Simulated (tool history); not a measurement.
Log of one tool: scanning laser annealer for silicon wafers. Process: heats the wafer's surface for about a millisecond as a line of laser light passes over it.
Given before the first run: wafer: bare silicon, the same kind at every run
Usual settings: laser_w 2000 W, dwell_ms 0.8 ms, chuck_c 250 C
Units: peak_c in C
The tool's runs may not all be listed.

run 1 day=0 | laser_w=2000 dwell_ms=0.8 chuck_c=250 | peak_c=980
run 2 day=2.021 | laser_w=2000 dwell_ms=0.8 chuck_c=250 | peak_c=973
run 3 day=3.696 | laser_w=2000 dwell_ms=0.97 chuck_c=250 | peak_c=1059
run 4 day=6.204 | laser_w=2000 dwell_ms=0.8 chuck_c=245 | peak_c=968
run 5 day=9.267 | laser_w=2000 dwell_ms=0.583 chuck_c=245 | peak_c=854
run 6 day=10.908 | laser_w=2000 dwell_ms=0.583 chuck_c=245 | peak_c=853
run 7 day=12.425 | laser_w=2000 dwell_ms=0.583 chuck_c=245 | peak_c=849
run 8 day=14.6 | laser_w=2000 dwell_ms=0.924 chuck_c=245 | peak_c=1025
-- day=15.45 window over the wafer cleaned
run 9 day=16.283 | laser_w=2000 dwell_ms=0.924 chuck_c=245 | peak_c=1066
run 10 day=18.004 | laser_w=2000 dwell_ms=0.924 chuck_c=245 | peak_c=1066
run 11 day=20.392 | laser_w=2000 dwell_ms=0.8 chuck_c=250 | peak_c=1006
run 12 day=23.371 | laser_w=2000 dwell_ms=0.8 chuck_c=250 | peak_c=1005
run 13 day=25.462 | laser_w=2000 dwell_ms=0.8 chuck_c=250 | peak_c=1004
-- day=25.796 laser's power meter calibrated
run 14 day=28.262 | laser_w=1934 dwell_ms=0.8 chuck_c=250 | peak_c=977
run 15 day=30.129 | laser_w=1934 dwell_ms=0.8 chuck_c=250 | peak_c=977
run 16 day=31.658 | laser_w=1934 dwell_ms=0.8 chuck_c=250 | peak_c=974
run 17 day=34.533 | laser_w=1934 dwell_ms=0.8 chuck_c=283 | peak_c=1001
run 18 day=36.962 | laser_w=1934 dwell_ms=0.8 chuck_c=283 | peak_c=1002
run 19 day=39.392 | laser_w=1934 dwell_ms=0.8 chuck_c=283 | peak_c=1001
run 20 day=42.167 | laser_w=1934 dwell_ms=0.8 chuck_c=283 | peak_c=998
-- day=43.496 laser's power meter calibrated, once more
run 21 day=45.05 | laser_w=1934 dwell_ms=0.8 chuck_c=283 | peak_c=997
run 22 day=46.662 | laser_w=1934 dwell_ms=0.8 chuck_c=283 | peak_c=995
run 23 day=48.154 | laser_w=2141 dwell_ms=0.733 chuck_c=280 | peak_c=1024
run 24 day=49.7 | laser_w=2000 dwell_ms=0.706 chuck_c=250 | peak_c=933
run 25 day=51.983 | laser_w=1864 dwell_ms=0.606 chuck_c=228 | peak_c=816
run 26 day=54.708 | laser_w=1864 dwell_ms=0.606 chuck_c=228 | peak_c=814
run 27 day=57.025 | laser_w=1864 dwell_ms=0.606 chuck_c=228 | peak_c=815
run 28 day=59.812 | laser_w=1864 dwell_ms=0.606 chuck_c=228 | peak_c=813
run 29 day=62.083 | laser_w=1864 dwell_ms=0.606 chuck_c=228 | peak_c=810
run 30 day=63.838 | laser_w=2054 dwell_ms=0.8 chuck_c=250 | peak_c=988
run 31 day=66.725 | laser_w=2054 dwell_ms=0.8 chuck_c=250 | peak_c=986
-- day=68.196 window over the wafer cleaned
run 32 day=69.292 | laser_w=2054 dwell_ms=0.8 chuck_c=250 | peak_c=1023
run 33 day=71.779 | laser_w=2000 dwell_ms=0.8 chuck_c=238 | peak_c=992
run 34 day=74 | laser_w=2000 dwell_ms=0.8 chuck_c=238 | peak_c=993
run 35 day=75.483 | laser_w=1851 dwell_ms=0.95 chuck_c=240 | peak_c=1009
run 36 day=78.05 | laser_w=2008 dwell_ms=0.8 chuck_c=250 | peak_c=1000
run 37 day=80.783 | laser_w=2008 dwell_ms=0.8 chuck_c=250 | peak_c=1001
run 38 day=82.4 | laser_w=1877 dwell_ms=0.904 chuck_c=270 | peak_c=1019
run 39 day=83.904 | laser_w=1877 dwell_ms=0.904 chuck_c=270 | peak_c=1022

Branching from run 39: 5 alternative next runs. What would each branch give?
run A day=85.946 | laser_w=2000 dwell_ms=0.8 chuck_c=263 | peak_c=?
run B day=85.946 | laser_w=2000 dwell_ms=0.8 chuck_c=242 | peak_c=?
run C day=85.946 | laser_w=2077 dwell_ms=0.739 chuck_c=283 | peak_c=?
run D day=85.946 | laser_w=1877 dwell_ms=0.959 chuck_c=270 | peak_c=?
run E day=85.946 | laser_w=1865 dwell_ms=0.717 chuck_c=214 | peak_c=?

run=A peak_c=1005
run=B peak_c=982
run=C peak_c=1016
run=D peak_c=1043
run=E peak_c=866
Take away the tool's hidden state, keep each run's random variation, and the runs would have read:
run=A peak_c=1029
run=B peak_c=1005
run=C peak_c=1040
run=D peak_c=1068
run=E peak_c=887

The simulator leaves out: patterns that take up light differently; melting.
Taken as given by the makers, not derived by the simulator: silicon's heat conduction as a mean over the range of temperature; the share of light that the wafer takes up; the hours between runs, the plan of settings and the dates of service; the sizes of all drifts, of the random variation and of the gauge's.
